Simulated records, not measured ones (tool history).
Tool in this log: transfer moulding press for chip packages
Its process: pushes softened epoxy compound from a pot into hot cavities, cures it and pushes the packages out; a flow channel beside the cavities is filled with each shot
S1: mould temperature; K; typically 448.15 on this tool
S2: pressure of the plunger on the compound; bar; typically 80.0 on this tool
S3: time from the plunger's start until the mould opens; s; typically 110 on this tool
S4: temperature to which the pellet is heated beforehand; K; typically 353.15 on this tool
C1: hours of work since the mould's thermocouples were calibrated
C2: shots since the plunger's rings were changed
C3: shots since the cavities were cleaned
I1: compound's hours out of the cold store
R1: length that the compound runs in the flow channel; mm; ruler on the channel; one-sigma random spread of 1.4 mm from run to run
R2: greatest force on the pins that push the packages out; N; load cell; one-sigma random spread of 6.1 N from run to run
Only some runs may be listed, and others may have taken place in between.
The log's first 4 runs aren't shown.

run,hour,S1,S2,S3,S4,C1,C2,C3,I1,R1,R2
5,67.0,448.15,80.0,110,346.15,64,4320,297,38.5,578,388
6,93.6,448.15,80.0,110,346.15,76,4509,486,14.0,652,411
7,105.0,445.15,80.0,110,353.15,80,4590,567,33.1,594,450
# hour 117.2: cavities cleaned with cleaning compound and waxed, once more
8,121.1,448.15,80.0,110,353.15,87,4694,28,8.7,667,257
9,147.5,448.15,80.0,110,361.15,98,4882,216,19.4,631,310
10,171.0,448.15,80.0,110,353.15,108,5049,383,42.1,562,312
11,194.5,448.15,80.0,133,353.15,118,5216,550,8.8,663,284
12,210.3,448.15,80.0,114,353.15,125,5328,662,36.8,576,319
# hour 226.9: cavities cleaned with cleaning compound and waxed
13,236.0,448.15,80.0,114,353.15,135,5500,65,33.7,589,246
14,261.9,448.15,80.0,114,353.15,146,5684,249,35.7,578,281
15,282.6,448.15,80.0,114,353.15,155,5832,397,29.4,595,320
16,295.5,448.15,80.0,114,353.15,161,5923,488,42.8,557,311
17,319.0,448.15,62.4,124,353.15,171,6090,655,17.4,558,307
# hour 336.8: cavities cleaned with cleaning compound and waxed
18,336.8,448.15,62.4,124,353.15,178,6206,0,10.3,580,206
19,353.8,444.15,71.4,110,353.15,185,6327,121,26.6,577,351
20,375.4,444.15,71.4,110,353.15,194,6481,275,9.4,629,420
21,400.7,444.15,71.4,110,353.15,205,6660,454,20.4,594,444
22,417.9,444.15,71.4,110,353.15,212,6783,577,33.4,554,422

Forecast run 23:
23,429.3,442.15,80.0,110,353.15,217,6864,658,41.5,?,?

{"run 23": {"R1": 570, "R2": 483}}
On a tool with no hidden condition, and with the same random variation, this run would have come out at R1 598 mm, R2 333 N.

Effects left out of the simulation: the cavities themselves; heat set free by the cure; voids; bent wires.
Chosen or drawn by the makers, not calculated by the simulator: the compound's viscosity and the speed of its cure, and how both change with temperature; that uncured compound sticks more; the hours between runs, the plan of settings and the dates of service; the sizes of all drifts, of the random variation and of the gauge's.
